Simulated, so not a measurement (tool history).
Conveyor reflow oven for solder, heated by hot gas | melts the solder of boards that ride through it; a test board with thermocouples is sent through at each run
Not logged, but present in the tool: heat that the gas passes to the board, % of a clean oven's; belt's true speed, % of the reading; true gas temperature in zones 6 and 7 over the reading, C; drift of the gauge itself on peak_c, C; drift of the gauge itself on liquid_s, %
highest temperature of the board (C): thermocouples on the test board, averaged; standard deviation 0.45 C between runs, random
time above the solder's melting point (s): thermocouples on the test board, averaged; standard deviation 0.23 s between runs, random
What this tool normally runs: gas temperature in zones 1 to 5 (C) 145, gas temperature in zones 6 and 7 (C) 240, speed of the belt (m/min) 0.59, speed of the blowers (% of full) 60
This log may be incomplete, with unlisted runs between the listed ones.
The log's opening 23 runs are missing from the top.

run,hour,gas temperature in zones 1 to 5 (C),gas temperature in zones 6 and 7 (C),speed of the belt (m/min),speed of the blowers (% of full),hours of work since the flux was cleaned out,hours of work since the belt drive was overhauled,hours of work since the thermocouples were changed,highest temperature of the board (C),time above the solder's melting point (s)
24,334.2,137,243,0.484,74,63,375,406,231.5,76.8
25,344.9,137,243,0.484,74,69,380,412,233,76.6
26,358.3,145,242,0.59,60,76,388,419,224,60
27,368,154,240,0.536,60,81,393,425,226,71.9
28,379.4,154,240,0.536,52,88,399,431,223.4,69.7
29,399.9,137,228,0.59,60,99,410,442,209.4,46.8
30,415.8,143,254,0.59,55,107,419,451,230.8,63.8
31,425.5,158,255,0.59,60,113,424,456,236.5,71.5

Alternative continuations, all from the tool just after run 31; predict every row:
A,434.3,158,255,0.476,60,118,429,461,?,?
B,434.3,145,230,0.59,63,118,429,461,?,?
C,434.3,147,255,0.59,60,118,429,461,?,?
D,434.3,149,233,0.59,86,118,429,461,?,?

run,highest temperature of the board (C),time above the solder's melting point (s)
A,242.5,90.9
B,213.8,53.4
C,234.5,66.8
D,221.7,61.6
With the hidden condition removed and each run's random variation left untouched, the same runs would have given:
run,highest temperature of the board (C),time above the solder's melting point (s)
A,244.6,91
B,215.8,54.7
C,236.6,67.4
D,223.9,62.4
